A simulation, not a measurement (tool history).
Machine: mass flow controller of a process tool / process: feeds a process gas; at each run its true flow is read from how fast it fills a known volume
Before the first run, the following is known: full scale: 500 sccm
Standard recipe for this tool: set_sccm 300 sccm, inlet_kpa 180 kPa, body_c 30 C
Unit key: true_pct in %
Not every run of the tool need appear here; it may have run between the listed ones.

Run 1, hour 0.0: usual settings. Result: true_pct 99.00 %.
Run 2, hour 319.1: usual settings. Result: true_pct 98.98 %.
Run 3, hour 616.0: usual settings. Result: true_pct 98.90 %.
Run 4, hour 906.1: usual settings. Result: true_pct 98.89 %.
Run 5, hour 1175.7: usual settings but set_sccm 53 sccm. Result: true_pct 96.82 %.
Run 6, hour 1386.2: usual settings but set_sccm 53 sccm. Result: true_pct 96.73 %.
Run 7, hour 1626.8: usual settings but set_sccm 53 sccm. Result: true_pct 96.59 %.
Run 8, hour 1864.4: usual settings but set_sccm 53 sccm. Result: true_pct 96.44 %.
Run 9, hour 2285.6: usual settings but body_c 34 C. Result: true_pct 98.88 %.
Run 10, hour 2477.6: usual settings but body_c 34 C. Result: true_pct 98.72 %.
Run 11, hour 2810.4: usual settings. Result: true_pct 98.35 %.
Run 12, hour 3026.2: usual settings. Result: true_pct 98.46 %.
Run 13, hour 3244.6: usual settings. Result: true_pct 98.30 %.
Run 14, hour 3606.2: usual settings. Result: true_pct 98.18 %.
Run 15, hour 4009.3: usual settings but inlet_kpa 154 kPa. Result: true_pct 97.84 %.
Run 16, hour 4383.3: usual settings but inlet_kpa 154 kPa. Result: true_pct 97.84 %.
Run 17, hour 4662.4: usual settings but inlet_kpa 154 kPa. Result: true_pct 97.80 %.
Run 18, hour 4981.6: usual settings but inlet_kpa 154 kPa. Result: true_pct 97.66 %.
Run 19, hour 5375.2: usual settings but inlet_kpa 226 kPa, body_c 28 C. Result: true_pct 97.92 %.
Run 20, hour 5631.5: usual settings but inlet_kpa 177 kPa, body_c 37 C. Result: true_pct 98.12 %.
Run 21, hour 5937.7: usual settings but set_sccm 432 sccm, inlet_kpa 251 kPa, body_c 29 C. Result: true_pct 98.82 %.
Run 22, hour 6266.4: usual settings but set_sccm 391 sccm, inlet_kpa 155 kPa, body_c 22 C. Result: true_pct 97.25 %.
Run 23, hour 6575.9: usual settings but set_sccm 86 sccm, inlet_kpa 249 kPa, body_c 36 C. Result: true_pct 95.91 %.
Run 24, hour 6786.5: usual settings but set_sccm 66 sccm, inlet_kpa 219 kPa, body_c 36 C. Result: true_pct 95.08 %.
Run 25, hour 6989.9: usual settings but set_sccm 66 sccm, inlet_kpa 219 kPa, body_c 36 C. Result: true_pct 94.79 %.
Run 26, hour 7288.6: usual settings but set_sccm 66 sccm, inlet_kpa 219 kPa, body_c 36 C. Result: true_pct 94.69 %.
Run 27, hour 7497.4: usual settings but set_sccm 413 sccm, inlet_kpa 171 kPa, body_c 32 C. Result: true_pct 98.06 %.

Forecast each of these 4 alternatives for the next run:
Run A, hour 7675.3: usual settings but set_sccm 250 sccm, inlet_kpa 157 kPa, body_c 31 C. Result: true_pct ?.
Run B, hour 7675.3: usual settings but body_c 28 C. Result: true_pct ?.
Run C, hour 7675.3: usual settings but set_sccm 136 sccm, inlet_kpa 189 kPa, body_c 37 C. Result: true_pct ?.
Run D, hour 7675.3: usual settings but set_sccm 187 sccm, inlet_kpa 167 kPa, body_c 28 C. Result: true_pct ?.

run  true_pct
  A     96.83
  B     97.01
  C     96.48
  D     96.06
What these runs would have given with no unlogged condition in the tool:
run  true_pct
  A     99.32
  B     99.35
  C     99.66
  D     98.82
